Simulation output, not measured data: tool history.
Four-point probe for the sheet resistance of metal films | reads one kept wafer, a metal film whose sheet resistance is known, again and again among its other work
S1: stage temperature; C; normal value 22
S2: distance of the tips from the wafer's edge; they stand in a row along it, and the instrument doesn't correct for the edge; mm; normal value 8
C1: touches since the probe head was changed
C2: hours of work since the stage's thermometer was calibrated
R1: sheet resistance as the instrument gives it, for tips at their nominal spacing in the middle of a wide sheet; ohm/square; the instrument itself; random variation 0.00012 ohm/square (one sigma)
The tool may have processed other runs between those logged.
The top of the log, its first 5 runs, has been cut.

run 6 hour=74.4 | S1=25 S2=67 | C1=49447 C2=464 | R1=0.577440
run 7 hour=92.2 | S1=25 S2=67 | C1=50232 C2=476 | R1=0.577507
run 8 hour=105.4 | S1=22 S2=5 | C1=50814 C2=484 | R1=0.596769
run 9 hour=123.8 | S1=22 S2=5 | C1=51625 C2=495 | R1=0.596912
run 10 hour=133.5 | S1=22 S2=8 | C1=52050 C2=501 | R1=0.585043
run 11 hour=147.8 | S1=30 S2=8 | C1=52680 C2=510 | R1=0.585480
run 12 hour=164.1 | S1=30 S2=8 | C1=53398 C2=521 | R1=0.585343
run 13 hour=180.5 | S1=22 S2=8 | C1=54122 C2=531 | R1=0.584966
run 14 hour=190.7 | S1=22 S2=53 | C1=54571 C2=537 | R1=0.577556
run 15 hour=205.9 | S1=22 S2=63 | C1=55240 C2=547 | R1=0.577549
run 16 hour=220.0 | S1=25 S2=5 | C1=55860 C2=556 | R1=0.596878
run 17 hour=232.8 | S1=25 S2=5 | C1=56424 C2=564 | R1=0.597088
run 18 hour=250.8 | S1=20 S2=24 | C1=57216 C2=575 | R1=0.578230
run 19 hour=264.8 | S1=26 S2=57 | C1=57833 C2=584 | R1=0.577793
run 20 hour=276.5 | S1=22 S2=18 | C1=58350 C2=591 | R1=0.578842
run 21 hour=295.0 | S1=22 S2=18 | C1=59165 C2=603 | R1=0.578985
run 22 hour=306.2 | S1=18 S2=7 | C1=59656 C2=610 | R1=0.587359
run 23 hour=323.5 | S1=34 S2=8 | C1=60422 C2=621 | R1=0.585400
run 24 hour=337.6 | S1=34 S2=8 | C1=61040 C2=629 | R1=0.585669
run 25 hour=352.2 | S1=34 S2=8 | C1=61684 C2=639 | R1=0.585643
run 26 hour=364.7 | S1=31 S2=4 | C1=62237 C2=646 | R1=0.607308
run 27 hour=381.2 | S1=31 S2=4 | C1=62962 C2=657 | R1=0.607298
run 28 hour=389.4 | S1=35 S2=48 | C1=63323 C2=662 | R1=0.578059
run 29 hour=409.0 | S1=29 S2=9 | C1=64187 C2=674 | R1=0.583887
run 30 hour=422.7 | S1=29 S2=9 | C1=64788 C2=683 | R1=0.583804

Forecast each of these 3 alternatives for the next run:
run A hour=441.1 | S1=26 S2=4 | C1=65602 C2=694 | R1=?
run B hour=441.1 | S1=29 S2=6 | C1=65602 C2=694 | R1=?
run C hour=441.1 | S1=19 S2=14 | C1=65602 C2=694 | R1=?

run=A R1=0.607250
run=B R1=0.591393
run=C R1=0.579772
The same runs, with their run-to-run variation unchanged, on a tool lacking any hidden condition would have given:
run=A R1=0.607219
run=B R1=0.591362
run=C R1=0.579742
